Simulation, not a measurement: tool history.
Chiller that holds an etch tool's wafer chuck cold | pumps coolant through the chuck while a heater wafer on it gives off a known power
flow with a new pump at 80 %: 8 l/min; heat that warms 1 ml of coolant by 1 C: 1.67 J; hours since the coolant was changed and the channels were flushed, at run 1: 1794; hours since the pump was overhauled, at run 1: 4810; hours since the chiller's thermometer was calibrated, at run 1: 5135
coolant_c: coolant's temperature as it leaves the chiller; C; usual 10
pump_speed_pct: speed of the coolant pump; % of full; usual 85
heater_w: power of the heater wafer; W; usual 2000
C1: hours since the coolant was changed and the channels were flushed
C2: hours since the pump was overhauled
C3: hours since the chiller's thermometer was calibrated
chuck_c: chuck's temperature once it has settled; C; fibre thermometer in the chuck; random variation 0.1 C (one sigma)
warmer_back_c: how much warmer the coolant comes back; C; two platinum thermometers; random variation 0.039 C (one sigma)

Run 1, hour 0.0: usual settings; C1 1794; C2 4810; C3 5135. Result: chuck_c 25.0 C, warmer_back_c 10.05 C.
Run 2, hour 110.9: usual settings but heater_w 2248 W; C1 1905; C2 4921; C3 5246. Result: chuck_c 27.1 C, warmer_back_c 11.19 C.
Run 3, hour 175.1: usual settings but heater_w 2248 W; C1 1969; C2 4985; C3 5310. Result: chuck_c 27.0 C, warmer_back_c 11.31 C.
Run 4, hour 258.0: usual settings but heater_w 2248 W; C1 2052; C2 5068; C3 5393. Result: chuck_c 27.2 C, warmer_back_c 11.42 C.
Run 5, hour 319.3: usual settings but heater_w 1720 W; C1 2113; C2 5129; C3 5454. Result: chuck_c 22.8 C, warmer_back_c 8.73 C.
Run 6, hour 428.2: usual settings; C1 2222; C2 5238; C3 5563. Result: chuck_c 25.1 C, warmer_back_c 10.19 C.
Run 7, hour 521.7: usual settings; C1 2316; C2 5332; C3 5657. Result: chuck_c 25.3 C, warmer_back_c 10.23 C.
Run 8, hour 623.5: usual settings but heater_w 1940 W; C1 2417; C2 5434; C3 5758. Result: chuck_c 24.6 C, warmer_back_c 10.00 C.
Run 9, hour 735.6: usual settings but heater_w 1940 W; C1 2530; C2 5546; C3 5871. Result: chuck_c 24.9 C, warmer_back_c 9.98 C.
At hour 787.4: chiller's thermometer calibrated.
Run 10, hour 798.6: usual settings but heater_w 1097 W; C1 2592; C2 5608; C3 11. Result: chuck_c 19.5 C, warmer_back_c 5.64 C.
Run 11, hour 878.8: usual settings but heater_w 1812 W; C1 2672; C2 5688; C3 91. Result: chuck_c 25.5 C, warmer_back_c 9.44 C.
Run 12, hour 998.4: usual settings but coolant_c 8 C, pump_speed_pct 78 % of full, heater_w 1909 W; C1 2791; C2 5808; C3 211. Result: chuck_c 25.8 C, warmer_back_c 10.99 C.
Run 13, hour 1067.9: usual settings but coolant_c 8 C, pump_speed_pct 78 % of full, heater_w 1909 W; C1 2861; C2 5877; C3 280. Result: chuck_c 25.9 C, warmer_back_c 10.93 C.
Run 14, hour 1178.0: usual settings but pump_speed_pct 63 % of full, heater_w 1991 W; C1 2971; C2 5987; C3 391. Result: chuck_c 32.1 C, warmer_back_c 14.54 C.
Run 15, hour 1258.0: usual settings but coolant_c 14 C, pump_speed_pct 63 % of full, heater_w 2440 W; C1 3051; C2 6067; C3 471. Result: chuck_c 41.2 C, warmer_back_c 17.92 C.
Run 16, hour 1336.0: usual settings but coolant_c 14 C, pump_speed_pct 65 % of full, heater_w 2445 W; C1 3129; C2 6145; C3 549. Result: chuck_c 40.6 C, warmer_back_c 17.40 C.
At hour 1389.3: coolant pump overhauled.
Run 17, hour 1456.7: usual settings but pump_speed_pct 65 % of full, heater_w 1832 W; C1 3245; C2 67; C3 664. Result: chuck_c 27.1 C, warmer_back_c 10.27 C.
Run 18, hour 1516.9: usual settings but coolant_c 14 C, pump_speed_pct 98 % of full, heater_w 2697 W; C1 3305; C2 128; C3 724. Result: chuck_c 32.3 C, warmer_back_c 9.66 C.
Run 19, hour 1578.9: usual settings but heater_w 1472 W; C1 3367; C2 190; C3 786. Result: chuck_c 21.1 C, warmer_back_c 6.25 C.
Run 20, hour 1631.7: usual settings but pump_speed_pct 76 % of full; C1 3420; C2 242; C3 839. Result: chuck_c 26.6 C, warmer_back_c 9.61 C.
Run 21, hour 1720.0: usual settings but coolant_c 16 C, pump_speed_pct 69 % of full; C1 3508; C2 331; C3 928. Result: chuck_c 34.0 C, warmer_back_c 10.66 C.
Run 22, hour 1826.1: usual settings but coolant_c 19 C, heater_w 1393 W; C1 3614; C2 437; C3 1034. Result: chuck_c 29.7 C, warmer_back_c 5.90 C.

3 ways to go on from here, each from the tool as it stands after run 22. What would each give?
Run A, hour 1917.6: usual settings but coolant_c 4 C, pump_speed_pct 61 % of full, heater_w 2016 W; C1 3706; C2 528; C3 1125. Result: chuck_c ?, warmer_back_c ?.
Run B, hour 1917.6: usual settings but coolant_c 12 C, pump_speed_pct 98 % of full, heater_w 1159 W; C1 3706; C2 528; C3 1125. Result: chuck_c ?, warmer_back_c ?.
Run C, hour 1917.6: usual settings but coolant_c 13 C, heater_w 2145 W; C1 3706; C2 528; C3 1125. Result: chuck_c ?, warmer_back_c ?.

run  chuck_c  warmer_back_c
  A     24.0          12.35
  B     20.0           4.20
  C     29.5           9.16
Without the tool's hidden state the same runs would have given:
run  chuck_c  warmer_back_c
  A     22.0          12.16
  B     19.3           4.14
  C     27.7           9.02
